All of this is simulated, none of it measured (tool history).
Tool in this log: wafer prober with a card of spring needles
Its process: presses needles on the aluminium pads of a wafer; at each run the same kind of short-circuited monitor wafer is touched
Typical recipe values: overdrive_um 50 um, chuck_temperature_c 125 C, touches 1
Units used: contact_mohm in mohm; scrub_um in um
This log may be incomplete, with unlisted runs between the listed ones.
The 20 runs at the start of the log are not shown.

run,hour,overdrive_um,chuck_temperature_c,touches,touches since the tips were cleaned,cleanings since the card got new needles,touches since the first contact's height was set,contact_mohm,scrub_um
# hour 550.2: tips cleaned on abrasive film
# hour 566.6: tips cleaned on abrasive film
21,566.6,52,70,1,0,67,37079,284,12.12
# hour 585.1: tips cleaned on abrasive film
22,593.8,56,125,3,1685,68,42354,310,13.12
# hour 601.7: tips cleaned on abrasive film
23,613.7,50,57,1,2344,69,46227,395,11.61
# hour 619.0: tips cleaned on abrasive film
24,631.8,50,57,1,2503,70,49727,396,11.57
# hour 635.1: tips cleaned on abrasive film
# hour 651.4: tips cleaned on abrasive film
25,659.3,48,99,2,1547,72,55058,339,11.02
# hour 670.5: tips cleaned on abrasive film
# hour 686.5: tips cleaned on abrasive film
26,686.5,42,125,1,0,74,60316,309,9.55
# hour 702.7: tips cleaned on abrasive film
27,708.1,35,41,1,1064,75,64505,427,7.90
# hour 720.5: tips cleaned on abrasive film
28,734.7,39,73,3,2768,76,69670,362,8.83
# hour 737.3: tips cleaned on abrasive film
# hour 755.6: tips cleaned on abrasive film
29,757.8,50,125,1,439,78,74133,335,11.29
# hour 772.5: tips cleaned on abrasive film
30,787.3,50,76,1,2897,79,79870,424,11.34
# hour 789.3: tips cleaned on abrasive film
# hour 807.5: tips cleaned on abrasive film
31,811.2,50,76,2,723,81,84474,311,11.26
# hour 824.4: tips cleaned on abrasive film
# hour 840.6: tips cleaned on abrasive film
32,847.6,52,76,1,1377,83,91544,363,11.69

3 ways to go on from here, each from the tool as it stands after run 32. What would each give?
# hour 856.2: tips cleaned on abrasive film
A,866.0,40,32,1,1912,84,95112,?,?
# hour 856.2: tips cleaned on abrasive film
B,866.0,68,90,3,1912,84,95112,?,?
# hour 856.2: tips cleaned on abrasive film
C,866.0,50,50,1,1912,84,95112,?,?

run,contact_mohm,scrub_um
A,479,8.82
B,295,15.51
C,400,11.22
Stripped of hidden state, with their random variation kept, the same runs would have yielded:
run,contact_mohm,scrub_um
A,256,9.56
B,266,16.25
C,259,11.96
